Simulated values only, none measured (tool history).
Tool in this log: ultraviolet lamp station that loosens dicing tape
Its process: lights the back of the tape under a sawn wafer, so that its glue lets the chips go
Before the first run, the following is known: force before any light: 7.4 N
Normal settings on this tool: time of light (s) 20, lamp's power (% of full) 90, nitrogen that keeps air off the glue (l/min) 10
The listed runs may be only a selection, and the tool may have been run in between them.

run   hour  time of light (s)  lamp's power (% of full)  nitrogen that keeps air off the glue (l/min)  force that peels the tape off (N)  light that reached the tape (mJ/cm2)
  1    0.0                 20                        90                                            10                              0.538                                   332
  2    7.5                 20                        90                                            10                              0.528                                   326
  3   15.4                 20                        90                                            10                              0.535                                   331
  4   23.2                 20                        90                                            10                              0.530                                   332
  5   27.7                 20                        90                                            10                              0.502                                   332
  6   34.2                 35                        90                                            10                              0.115                                   571
  7   44.0                 20                        90                                            10                              0.520                                   326
  8   49.7                 20                        90                                            10                              0.503                                   322
  9   55.4                 20                        90                                            10                              0.506                                   332
 10   61.7                 20                        90                                            10                              0.506                                   329
 11   71.6                 20                        90                                            10                              0.540                                   330
 12   78.7                 20                        90                                            10                              0.519                                   327
 13   82.9                 20                        90                                            13                              0.461                                   324
 14   90.5                 20                        90                                            11                              0.489                                   325
 15   96.7                 20                        90                                            11                              0.495                                   323
 16  101.4                 20                        90                                            11                              0.501                                   326
 17  110.3                 20                        86                                            10                              0.573                                   310
 18  118.0                 20                        86                                            10                              0.633                                   308
 19  122.7                 20                        86                                            10                              0.607                                   306
 20  129.6                 20                        90                                             6                              0.797                                   325
 21  138.5                 17                        90                                             6                              1.071                                   273
 22  145.4                 20                        90                                            10                              0.537                                   323
 23  152.8                 15                        68                                             3                              2.620                                   181
 24  159.0                 20                        93                                            19                              0.338                                   328
 25  168.4                 19                        64                                             3                              2.164                                   220
 26  172.7                 19                        64                                             3                              2.215                                   219
 27  177.3                 19                        89                                             4                              1.152                                   300
 28  186.9                 21                        79                                            10                              0.680                                   296
 29  192.8                 22                        69                                            10                              0.808                                   275
 30  198.0                 17                        90                                            10                              0.803                                   271
 31  202.3                 17                        66                                             3                              2.367                                   198
 32  211.4                 15                        90                                             5                              1.527                                   240
 33  216.0                 15                        90                                             5                              1.494                                   236
 34  221.8                 21                        74                                            16                              0.587                                   271
 35  231.0                 14                        90                                             6                              1.529                                   222
 36  238.5                 30                        90                                             6                              0.309                                   471
 37  243.7                 38                        79                                             3                              0.400                                   525
 38  252.7                 11                        92                                             5                              2.287                                   176
 39  260.8                 30                        92                                             6                              0.286                                   486
 40  270.1                 22                        98                                             9                              0.389                                   378
 41  277.0                 22                        98                                             9                              0.396                                   378
 42  284.9                 26                        90                                            10                              0.285                                   407
 43  292.5                 40                        66                                            20                              0.134                                   458
 44  296.8                 11                        66                                             8                              2.742                                   126

3 options for the next run, each taken on its own from the tool as it stands now. Forecast them:
  A  303.4                 15                        93                                             3                                  ?                                     ?
  B  303.4                 34                        69                                            10                                  ?                                     ?
  C  303.4                 22                        62                                             5                                  ?                                     ?

run  force that peels the tape off (N)  light that reached the tape (mJ/cm2)
  A                              1.851                                   247
  B                              0.295                                   404
  C                              1.514                                   238
Without the tool's hidden state the same runs would have given:
run  force that peels the tape off (N)  light that reached the tape (mJ/cm2)
  A                              1.622                                   271
  B                              0.228                                   444
  C                              1.300                                   261

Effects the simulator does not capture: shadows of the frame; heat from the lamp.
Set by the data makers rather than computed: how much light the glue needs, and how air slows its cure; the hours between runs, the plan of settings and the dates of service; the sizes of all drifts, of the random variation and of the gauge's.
